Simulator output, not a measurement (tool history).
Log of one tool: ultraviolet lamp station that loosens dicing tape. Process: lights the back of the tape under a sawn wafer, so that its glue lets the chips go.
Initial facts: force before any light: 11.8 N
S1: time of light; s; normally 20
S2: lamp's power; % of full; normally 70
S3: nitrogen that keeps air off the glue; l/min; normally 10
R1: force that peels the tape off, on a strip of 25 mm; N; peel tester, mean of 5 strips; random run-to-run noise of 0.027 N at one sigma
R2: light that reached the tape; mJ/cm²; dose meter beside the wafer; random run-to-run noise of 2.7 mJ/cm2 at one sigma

| run | hour | S1 | S2 | S3 | R1 | R2 |
|---|---|---|---|---|---|---|
| 1 | 0.0 | 20 | 70 | 10 | 1.414 | 363 |
| 2 | 18.0 | 20 | 70 | 10 | 1.423 | 363 |
| 3 | 39.0 | 12 | 70 | 10 | 3.250 | 220 |
| 4 | 53.2 | 26 | 70 | 10 | 0.836 | 474 |
| 5 | 75.8 | 17 | 70 | 10 | 1.950 | 307 |
| 6 | 100.4 | 17 | 70 | 10 | 1.974 | 299 |
| 7 | 121.0 | 16 | 70 | 10 | 2.181 | 278 |
| 8 | 135.3 | 16 | 70 | 10 | 2.243 | 284 |
| 9 | 159.1 | 16 | 70 | 10 | 2.170 | 277 |
| 10 | 173.7 | 16 | 70 | 10 | 2.227 | 272 |
| 11 | 195.5 | 16 | 70 | 10 | 2.292 | 272 |
| 12 | 207.6 | 20 | 83 | 10 | 1.106 | 404 |
| 13 | 221.0 | 20 | 83 | 10 | 1.110 | 408 |
| 14 | 239.5 | 20 | 70 | 10 | 1.597 | 337 |
| 15 | 261.8 | 20 | 70 | 10 | 1.593 | 335 |
| 16 | 274.5 | 20 | 70 | 10 | 1.620 | 335 |
| 17 | 300.0 | 20 | 70 | 10 | 1.651 | 339 |
| 18 | 315.6 | 10 | 70 | 10 | 4.412 | 168 |
| 19 | 335.3 | 10 | 70 | 10 | 4.356 | 162 |
| 20 | 356.6 | 10 | 70 | 10 | 4.445 | 164 |
| 21 | 380.0 | 20 | 70 | 10 | 1.718 | 329 |
| 22 | 391.4 | 20 | 86 | 10 | 1.207 | 394 |
| 23 | 405.5 | 23 | 91 | 10 | 0.778 | 480 |
| 24 | 417.7 | 21 | 73 | 15 | 1.207 | 352 |
| 25 | 435.1 | 29 | 86 | 7 | 0.699 | 569 |
| 26 | 446.8 | 22 | 83 | 12 | 0.925 | 420 |
| 27 | 471.0 | 22 | 83 | 3 | 2.244 | 412 |
| 28 | 483.9 | 22 | 99 | 10 | 0.736 | 490 |
| 29 | 504.5 | 20 | 75 | 4 | 2.636 | 338 |
| 30 | 525.4 | 11 | 69 | 6 | 5.133 | 167 |
| 31 | 540.8 | 33 | 70 | 11 | 0.640 | 507 |
| 32 | 556.0 | 33 | 70 | 11 | 0.679 | 506 |
|  | 574.8 | window cleaned of glue's vapour |
| 33 | 578.8 | 33 | 70 | 10 | 0.519 | 576 |
| 34 | 596.2 | 18 | 99 | 3 | 2.047 | 439 |
| 35 | 611.9 | 18 | 99 | 3 | 2.064 | 437 |
| 36 | 634.5 | 11 | 93 | 3 | 4.310 | 247 |
| 37 | 648.3 | 19 | 70 | 5 | 2.514 | 323 |
| 38 | 665.9 | 19 | 75 | 5 | 2.277 | 346 |
| 39 | 680.0 | 19 | 98 | 14 | 0.742 | 443 |
| 40 | 699.8 | 19 | 98 | 14 | 0.756 | 447 |
| 41 | 719.3 | 19 | 60 | 11 | 2.283 | 275 |
| 42 | 734.1 | 12 | 78 | 13 | 2.760 | 220 |

Each run again, without the hidden state but with its own random variation kept:
Hidden conditions of the tool in this case: lamp's light, % of a new lamp's; light that the window lets through, % of a clean one's; drift of the gauge itself on peel_n, %; drift of the gauge itself on dose_mj_cm2, %.
| run | R1 | R2 |
|---|---|---|
| 1 | 1.338 | 373 |
| 2 | 1.332 | 375 |
| 3 | 3.089 | 229 |
| 4 | 0.759 | 496 |
| 5 | 1.787 | 323 |
| 6 | 1.788 | 317 |
| 7 | 1.963 | 297 |
| 8 | 2.003 | 304 |
| 9 | 1.917 | 299 |
| 10 | 1.955 | 295 |
| 11 | 1.993 | 297 |
| 12 | 0.914 | 442 |
| 13 | 0.911 | 448 |
| 14 | 1.319 | 373 |
| 15 | 1.298 | 374 |
| 16 | 1.310 | 375 |
| 17 | 1.318 | 382 |
| 18 | 3.873 | 190 |
| 19 | 3.800 | 186 |
| 20 | 3.853 | 189 |
| 21 | 1.306 | 380 |
| 22 | 0.883 | 457 |
| 23 | 0.551 | 560 |
| 24 | 0.869 | 412 |
| 25 | 0.490 | 668 |
| 26 | 0.642 | 495 |
| 27 | 1.677 | 490 |
| 28 | 0.496 | 585 |
| 29 | 1.987 | 406 |
| 30 | 4.298 | 202 |
| 31 | 0.421 | 616 |
| 32 | 0.443 | 618 |
| 33 | 0.440 | 622 |
| 34 | 1.782 | 476 |
| 35 | 1.782 | 477 |
| 36 | 3.915 | 271 |
| 37 | 2.165 | 356 |
| 38 | 1.928 | 384 |
| 39 | 0.585 | 493 |
| 40 | 0.589 | 501 |
| 41 | 1.878 | 310 |
| 42 | 2.310 | 249 |
